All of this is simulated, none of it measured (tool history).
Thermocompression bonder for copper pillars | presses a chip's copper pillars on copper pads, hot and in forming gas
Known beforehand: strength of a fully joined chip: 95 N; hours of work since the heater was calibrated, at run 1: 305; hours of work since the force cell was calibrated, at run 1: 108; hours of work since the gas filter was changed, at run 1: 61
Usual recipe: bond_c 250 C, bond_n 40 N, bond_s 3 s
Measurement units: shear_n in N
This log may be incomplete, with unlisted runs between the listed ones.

run	hour	bond_c	bond_n	bond_s	hours of work since the heater was calibrated	hours of work since the force cell was calibrated	hours of work since the gas filter was changed	shear_n
1	0	250	40	3	305	108	61	68.5
2	29	250	40	3	326	129	81	70.1
3	43.5	250	40	3	337	139	92	68.1
4	65.6	250	40	3	352	155	108	69.6
5	91.4	229	40	3	371	174	126	52.3
6	119.6	226	40	3	391	194	146	49
7	147.4	226	40	3	411	214	166	49.3
8	171.6	226	40	3	428	231	184	48.6
9	187.2	226	40	3	440	242	195	48.1
10	204.4	226	54	3	452	255	207	56.8
11	230.1	250	40	7	470	273	226	77.3
12	242.7	250	54	7	479	282	235	83.8
13	266.2	274	40	2	496	299	251	74.5
14	286.8	274	26	2	511	314	266	63.2
15	312.5	250	56	2	529	332	285	67.5
16	325.6	261	27	5	539	342	294	69.1
17	341.1	261	40	5	550	353	305	76.2
18	357.5	261	32	2	562	364	317	59.8
19	385.6	234	29	3	582	385	337	44.2
20	401.3	233	40	3	593	396	348	51.9

For each run, the measured value with the value that run would have given without the tool's hidden condition subtracted. The run-to-run variation is shared by both, the gauge scatter possibly not:
The tool's hidden condition here consists of: true temperature of the bond over the reading, C; force that reaches the chip, % of what is set; oxide that the forming gas leaves, % of the face; drift of the gauge itself on shear_n, %.
run	shear_n
1	-0.6
2	-1
3	-1.2
4	-1.5
5	-1.2
6	-1.4
7	-1.6
8	-1.8
9	-2
10	-2.5
11	-4.3
12	-5
13	-4.7
14	-4.2
15	-4.8
16	-5.2
17	-6.2
18	-4.8
19	-3.6
20	-4.4
